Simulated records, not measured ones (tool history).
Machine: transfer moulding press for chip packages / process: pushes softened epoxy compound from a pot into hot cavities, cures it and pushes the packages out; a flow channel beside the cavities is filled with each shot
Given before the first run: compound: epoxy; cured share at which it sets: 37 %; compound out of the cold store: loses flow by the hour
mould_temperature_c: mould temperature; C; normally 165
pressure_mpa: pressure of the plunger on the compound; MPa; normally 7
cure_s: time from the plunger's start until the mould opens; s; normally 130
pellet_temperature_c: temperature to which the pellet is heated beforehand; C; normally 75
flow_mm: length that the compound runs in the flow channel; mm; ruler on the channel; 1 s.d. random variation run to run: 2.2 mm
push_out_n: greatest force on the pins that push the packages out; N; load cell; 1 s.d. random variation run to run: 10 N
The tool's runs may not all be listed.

| run | hour | mould_temperature_c | pressure_mpa | cure_s | pellet_temperature_c | incoming compound's hours out of the cold store | flow_mm | push_out_n |
|---|---|---|---|---|---|---|---|---|
| 1 | 0 | 165 | 7 | 130 | 75 | 29.3 | 768 | 849 |
|  | 3.1 | cavities cleaned with cleaning compound and waxed |
| 2 | 20.8 | 165 | 7 | 130 | 75 | 39.4 | 740 | 681 |
| 3 | 37.5 | 165 | 7 | 130 | 65 | 15.3 | 804 | 819 |
| 4 | 52.3 | 165 | 7 | 130 | 75 | 36.7 | 744 | 851 |
|  | 55.1 | cavities cleaned with cleaning compound and waxed |
| 5 | 67.1 | 165 | 7 | 130 | 75 | 17.9 | 794 | 612 |
| 6 | 75.6 | 165 | 7 | 130 | 79 | 45.5 | 724 | 687 |
| 7 | 93 | 165 | 7 | 130 | 79 | 24.9 | 774 | 761 |
|  | 108.2 | cavities cleaned with cleaning compound and waxed |
| 8 | 109.7 | 165 | 7 | 130 | 75 | 16.1 | 799 | 478 |
| 9 | 118.9 | 165 | 7 | 130 | 75 | 37.5 | 738 | 577 |
| 10 | 127.3 | 165 | 7 | 130 | 75 | 38.9 | 736 | 700 |
| 11 | 137.5 | 165 | 7 | 130 | 75 | 17.3 | 793 | 752 |
| 12 | 152.5 | 165 | 7 | 130 | 75 | 42.4 | 728 | 809 |
|  | 161 | cavities cleaned with cleaning compound and waxed |
|  | 165.7 | plunger's sealing rings changed |
| 13 | 175.6 | 165 | 7 | 130 | 75 | 10.9 | 824 | 627 |
| 14 | 185.4 | 165 | 6.53 | 130 | 75 | 15.2 | 786 | 718 |
| 15 | 194 | 165 | 7.64 | 142 | 75 | 44.3 | 769 | 757 |
| 16 | 209.8 | 165 | 8.38 | 156 | 75 | 33.9 | 831 | 801 |
|  | 216 | cavities cleaned with cleaning compound and waxed |
| 17 | 222.3 | 165 | 8.38 | 156 | 75 | 34.5 | 827 | 530 |
| 18 | 231.7 | 157 | 8.38 | 156 | 70 | 38.6 | 851 | 725 |
| 19 | 245.1 | 157 | 8.38 | 156 | 70 | 27.8 | 879 | 858 |
| 20 | 264 | 165 | 6.8 | 130 | 75 | 39.9 | 734 | 834 |
|  | 267.8 | cavities cleaned with cleaning compound and waxed |
| 21 | 277.2 | 162 | 7 | 130 | 67 | 36 | 760 | 635 |
| 22 | 294.5 | 162 | 6.5 | 143 | 67 | 23.5 | 768 | 780 |
| 23 | 310.2 | 157 | 5.43 | 112 | 73 | 40.6 | 677 | 1683 |
|  | 320.1 | cavities cleaned with cleaning compound and waxed |
| 24 | 323.4 | 172 | 6.36 | 163 | 75 | 32.5 | 701 | 483 |
| 25 | 332.1 | 167 | 7.49 | 130 | 74 | 47 | 739 | 590 |
| 26 | 349.1 | 167 | 7.49 | 130 | 74 | 34 | 767 | 773 |

Run 27 is up next; what results do you expect?
| 27 | 368.3 | 165 | 7.06 | 130 | 75 | 45 | ? | ? |

Run 27 gave flow_mm 727 mm, push_out_n 869 N.
If the tool had no hidden condition, the same run with the same run-to-run variation would have returned flow_mm 738 mm, push_out_n 462 N.
